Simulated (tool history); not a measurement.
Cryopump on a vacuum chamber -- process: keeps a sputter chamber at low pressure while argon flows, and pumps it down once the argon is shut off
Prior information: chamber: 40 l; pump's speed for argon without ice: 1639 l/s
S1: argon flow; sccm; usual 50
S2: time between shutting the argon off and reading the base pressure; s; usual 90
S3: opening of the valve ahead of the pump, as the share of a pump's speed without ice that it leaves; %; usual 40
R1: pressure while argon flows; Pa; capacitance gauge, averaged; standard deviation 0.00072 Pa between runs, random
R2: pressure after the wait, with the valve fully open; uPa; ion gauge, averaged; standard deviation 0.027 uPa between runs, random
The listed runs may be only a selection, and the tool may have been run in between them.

run    hour  S1   S2  S3      R1    R2
  1     0.0  50   90  40  0.1375  1.43
  2    58.3  50   90  40  0.1370  1.51
  3   153.9  50   90  40  0.1402  1.53
      194.8  -- pump warmed up, emptied and cooled again
  4   215.8  50   90  40  0.1315  1.42
  5   311.2  50   90  40  0.1318  1.51
  6   365.3  50   90  40  0.1344  1.58
  7   431.3  50   90  40  0.1352  1.63
  8   523.6  50   90  40  0.1386  1.66
  9   617.4  50   90  40  0.1396  1.67
 10   681.8  50   90  40  0.1424  1.81
      694.5  -- pump warmed up, emptied and cooled again
 11   772.3  50   90  40  0.1318  1.69
 12   870.5  50   90  40  0.1350  1.75
 13   954.6  50   90  40  0.1369  1.78
 14  1040.4  50   90  25  0.2148  1.86
 15  1129.5  50   90  25  0.2192  1.89
     1190.4  -- pump warmed up, emptied and cooled again
 16  1224.7  84   20  40  0.2192  5.47
 17  1268.4  84   67  29  0.3056  2.27
 18  1337.5  97   89  54  0.1968  1.89
 19  1408.8  97   89  54  0.1979  1.99
 20  1455.1  31  122  45  0.0766  1.78
 21  1532.7  31  122  45  0.0782  1.80
 22  1591.3  31  122  45  0.0778  1.84
 23  1670.7  57  122  28  0.2257  1.90
     1690.9  -- pump warmed up, emptied and cooled again
 24  1734.3  57  209  48  0.1234  1.43
 25  1809.8  27   90  30  0.0946  2.11
 26  1858.2  36  113  22  0.1728  1.96
 27  1941.2  36  113  22  0.1737  1.95
 28  1992.0  36  197  16  0.2385  1.73
 29  2067.4  22   84  18  0.1302  2.41
 30  2160.5  37   90  40  0.1055  2.41

Consider 3 possible next runs. They are alternatives, not a sequence: every one starts from the tool as it was left by run 30. What does each give?
     2191.1  -- pump warmed up, emptied and cooled again
  A  2256.8  88  22  31   ?   ?
     2191.1  -- pump warmed up, emptied and cooled again
  B  2256.8  34  46  47   ?   ?
     2191.1  -- pump warmed up, emptied and cooled again
  C  2256.8  37  84  40   ?   ?

run      R1    R2
  A  0.2978  5.48
  B  0.0767  3.31
  C  0.0979  2.25
What these runs would have given with no unlogged condition in the tool:
run      R1    R2
  A  0.2927  4.42
  B  0.0747  2.24
  C  0.0957  1.24
